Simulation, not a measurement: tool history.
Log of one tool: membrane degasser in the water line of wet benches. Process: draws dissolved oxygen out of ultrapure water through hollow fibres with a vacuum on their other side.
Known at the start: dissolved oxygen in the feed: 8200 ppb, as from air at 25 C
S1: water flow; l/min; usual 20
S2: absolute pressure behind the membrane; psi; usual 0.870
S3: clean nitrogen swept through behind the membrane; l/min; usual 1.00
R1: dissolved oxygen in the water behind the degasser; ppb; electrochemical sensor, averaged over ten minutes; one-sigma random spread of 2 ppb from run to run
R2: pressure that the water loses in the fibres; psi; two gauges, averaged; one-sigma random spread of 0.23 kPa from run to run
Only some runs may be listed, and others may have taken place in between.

| run | hour | S1 | S2 | S3 | R1 | R2 |
|---|---|---|---|---|---|---|
| 1 | 0.0 | 20 | 0.870 | 1.00 | 196.6 | 8.689 |
| 2 | 125.2 | 20 | 0.870 | 1.00 | 194.2 | 8.717 |
| 3 | 202.7 | 20 | 0.870 | 1.00 | 193.1 | 8.775 |
| 4 | 355.8 | 20 | 0.870 | 1.00 | 193.2 | 8.656 |
| 5 | 502.0 | 20 | 0.870 | 1.00 | 191.0 | 8.689 |
| 6 | 619.0 | 20 | 0.870 | 1.00 | 194.0 | 8.670 |
| 7 | 722.5 | 20 | 0.870 | 1.00 | 196.7 | 8.696 |
| 8 | 830.0 | 20 | 1.156 | 1.00 | 282.0 | 8.705 |
| 9 | 904.3 | 20 | 1.156 | 1.00 | 276.7 | 8.691 |
| 10 | 1036.6 | 20 | 1.156 | 1.00 | 281.5 | 8.715 |
| 11 | 1183.9 | 20 | 0.870 | 1.00 | 194.6 | 8.670 |
| 12 | 1300.5 | 20 | 2.013 | 1.00 | 526.7 | 8.688 |
| 13 | 1453.2 | 20 | 0.870 | 1.00 | 191.6 | 8.704 |
| 14 | 1526.6 | 20 | 0.870 | 1.00 | 191.2 | 8.688 |
| 15 | 1626.3 | 20 | 0.870 | 1.00 | 195.2 | 8.730 |
| 16 | 1782.0 | 20 | 0.870 | 1.00 | 194.7 | 8.669 |

Estimate the outcome of run 17 from the log above:
| 17 | 1928.5 | 20 | 0.705 | 0.69 | ? | ? |

{"run 17": {"R1": 172.6, "R2": 8.656}}
Minus the tool's unlogged condition, the same run would have read R1 172.4 ppb, R2 8.653 psi.
